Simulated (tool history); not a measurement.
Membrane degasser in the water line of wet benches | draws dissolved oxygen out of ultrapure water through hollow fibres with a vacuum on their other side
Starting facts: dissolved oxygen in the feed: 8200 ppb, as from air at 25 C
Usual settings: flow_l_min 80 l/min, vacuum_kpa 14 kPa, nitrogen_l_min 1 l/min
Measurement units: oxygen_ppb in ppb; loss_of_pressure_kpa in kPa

run	hour	flow_l_min	vacuum_kpa	nitrogen_l_min	oxygen_ppb	loss_of_pressure_kpa
1	0	80	14	1	1289.8	46.99
2	48.3	80	14	1	1290.4	46.63
3	93	80	14	1	1288.8	46.99
4	118.2	80	14	1	1289.2	47.08
5	144.6	80	14	1	1290.5	46.77
# hour 150.6: vacuum gauge calibrated
6	198.2	80	14	1	1291.3	47.23
7	242.8	85	12.3	1.16	1051.5	50.46
8	286.6	85	12.3	1.16	1052	49.86
# hour 304.3: vacuum gauge calibrated, once more
9	317.6	58	10.1	1	692.2	33.85
10	345.1	80	9.5	0.46	1211.5	46.76
11	384.7	63	10.4	0.53	1125.2	36.78

Forecast run 12:
12	439.4	80	10.9	1	?	?

oxygen_ppb: 950.7 ppb
loss_of_pressure_kpa: 46.82 kPa
The same run, on a tool lacking any hidden state, would have yielded oxygen_ppb 947.6 ppb, loss_of_pressure_kpa 46.55 kPa.
